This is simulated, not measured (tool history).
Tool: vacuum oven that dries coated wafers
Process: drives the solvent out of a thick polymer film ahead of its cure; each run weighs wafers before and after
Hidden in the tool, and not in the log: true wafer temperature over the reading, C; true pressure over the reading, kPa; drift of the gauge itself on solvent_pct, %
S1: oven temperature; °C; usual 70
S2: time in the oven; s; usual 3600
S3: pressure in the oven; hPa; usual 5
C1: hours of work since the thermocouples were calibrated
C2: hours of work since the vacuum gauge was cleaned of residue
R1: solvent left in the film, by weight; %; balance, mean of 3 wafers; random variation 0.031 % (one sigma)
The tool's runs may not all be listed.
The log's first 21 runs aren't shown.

run	hour	S1	S2	S3	C1	C2	R1
22	1710	73	5100	2.83	813	47	0.7
23	1816.5	73	4620	2.83	861	96	0.79
24	1902.8	63	2220	7.87	901	135	5.65
25	2005.6	70	1920	12.12	948	182	4.77
26	2074.7	60	2520	3.41	979	214	5.87
27	2171.7	65	2520	16.41	1024	258	5.08
28	2217.7	65	2040	3.01	1045	279	5.34
29	2304.4	65	2040	3.01	1084	319	5.45
30	2391.7	69	2040	6.12	1124	359	4.61
31	2469.1	69	2040	6.12	1160	394	4.61
32	2570.9	69	2040	6.12	1206	441	4.62
33	2621.1	84	2940	9.1	1229	464	0.8
34	2671	67	3600	11.68	1252	487	3.12
35	2733.7	67	1920	11.68	1281	515	5.56

Forecast each of these 3 alternatives for the next run:
A	2782.6	64	6420	19.04	1303	538	?
B	2782.6	84	6120	2.63	1303	538	?
C	2782.6	61	2040	5	1303	538	?

run	R1
A	2.35
B	0.11
C	6.46
Without the tool's hidden state the same runs would have given:
run	R1
A	1.99
B	0.05
C	6.06
